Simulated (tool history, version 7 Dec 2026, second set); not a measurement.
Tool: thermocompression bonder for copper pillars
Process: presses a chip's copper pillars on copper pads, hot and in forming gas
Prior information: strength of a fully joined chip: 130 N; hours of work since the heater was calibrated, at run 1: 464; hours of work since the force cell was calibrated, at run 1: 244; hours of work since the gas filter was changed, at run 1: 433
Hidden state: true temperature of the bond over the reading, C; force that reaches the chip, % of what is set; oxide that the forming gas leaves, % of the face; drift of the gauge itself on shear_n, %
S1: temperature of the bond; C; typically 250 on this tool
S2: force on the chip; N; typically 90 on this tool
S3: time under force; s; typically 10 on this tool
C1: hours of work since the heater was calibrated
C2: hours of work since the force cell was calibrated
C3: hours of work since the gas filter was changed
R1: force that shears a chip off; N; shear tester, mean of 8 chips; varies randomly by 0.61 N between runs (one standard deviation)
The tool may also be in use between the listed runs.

| run | hour | S1 | S2 | S3 | C1 | C2 | C3 | R1 |
|---|---|---|---|---|---|---|---|---|
| 1 | 0.0 | 250 | 90 | 10 | 464 | 244 | 433 | 58.6 |
| 2 | 29.1 | 250 | 93 | 10 | 477 | 257 | 445 | 59.2 |
| 3 | 54.9 | 237 | 93 | 10 | 488 | 268 | 457 | 52.1 |
|  | 82.4 | forming gas filter changed |
| 4 | 108.4 | 237 | 93 | 10 | 511 | 291 | 11 | 52.0 |
| 5 | 142.0 | 237 | 93 | 10 | 526 | 306 | 26 | 51.5 |
| 6 | 169.9 | 238 | 93 | 10 | 538 | 318 | 38 | 52.4 |
| 7 | 197.2 | 238 | 79 | 10 | 550 | 330 | 50 | 44.2 |
| 8 | 231.2 | 238 | 79 | 10 | 565 | 345 | 65 | 45.1 |
| 9 | 268.3 | 250 | 90 | 10 | 581 | 361 | 81 | 58.2 |
| 10 | 320.5 | 237 | 90 | 10 | 603 | 384 | 104 | 49.8 |
| 11 | 368.7 | 237 | 90 | 10 | 624 | 405 | 125 | 48.8 |
| 12 | 413.9 | 237 | 90 | 10 | 644 | 424 | 144 | 50.4 |
| 13 | 456.1 | 237 | 90 | 10 | 662 | 443 | 163 | 50.0 |
| 14 | 488.6 | 250 | 90 | 10 | 677 | 457 | 177 | 58.6 |
| 15 | 536.3 | 250 | 90 | 10 | 697 | 477 | 197 | 57.8 |
| 16 | 568.1 | 250 | 60 | 10 | 711 | 491 | 211 | 39.2 |
| 17 | 606.1 | 250 | 90 | 10 | 728 | 508 | 228 | 58.3 |
| 18 | 652.0 | 250 | 90 | 10 | 748 | 528 | 248 | 57.1 |
| 19 | 689.2 | 250 | 64 | 10 | 764 | 544 | 264 | 41.4 |
| 20 | 724.6 | 250 | 64 | 10 | 779 | 559 | 279 | 41.3 |
| 21 | 765.4 | 261 | 103 | 15 | 797 | 577 | 297 | 82.4 |
| 22 | 796.5 | 261 | 103 | 15 | 810 | 591 | 311 | 82.9 |
| 23 | 820.9 | 234 | 109 | 6 | 821 | 601 | 321 | 47.1 |
| 24 | 844.8 | 245 | 123 | 6 | 831 | 612 | 332 | 61.0 |
| 25 | 884.3 | 259 | 133 | 6 | 849 | 629 | 349 | 74.1 |
| 26 | 930.6 | 259 | 63 | 6 | 869 | 649 | 369 | 37.4 |
| 27 | 960.7 | 259 | 63 | 6 | 882 | 662 | 382 | 37.0 |
| 28 | 993.6 | 223 | 90 | 10 | 896 | 676 | 396 | 41.7 |
| 29 | 1017.6 | 223 | 90 | 10 | 907 | 687 | 407 | 41.9 |
| 30 | 1068.2 | 278 | 99 | 9 | 929 | 709 | 429 | 79.2 |
| 31 | 1114.9 | 278 | 99 | 9 | 949 | 729 | 449 | 78.9 |
| 32 | 1152.2 | 242 | 90 | 22 | 965 | 745 | 465 | 69.3 |
|  | 1160.4 | forming gas filter changed |
| 33 | 1175.0 | 231 | 102 | 22 | 975 | 755 | 6 | 68.6 |
| 34 | 1221.9 | 251 | 91 | 25 | 995 | 775 | 27 | 81.1 |
| 35 | 1248.4 | 251 | 91 | 25 | 1007 | 787 | 38 | 79.1 |
| 36 | 1289.2 | 251 | 91 | 25 | 1024 | 805 | 56 | 81.0 |
| 37 | 1311.8 | 249 | 91 | 18 | 1034 | 815 | 66 | 70.0 |
| 38 | 1345.6 | 264 | 109 | 8 | 1049 | 829 | 81 | 73.1 |
| 39 | 1394.2 | 257 | 104 | 8 | 1070 | 850 | 102 | 65.7 |

Hidden condition of the tool, last listed run before each entry between runs versus first listed run after:
Run 3 -> run 4: forming gas filter changed (hour 82.4)
  oxide that the forming gas leaves, % of the face: 0.68 -> 0.51
Run 32 -> run 33: forming gas filter changed (hour 1160.4)
  oxide that the forming gas leaves, % of the face: 0.69 -> 0.5
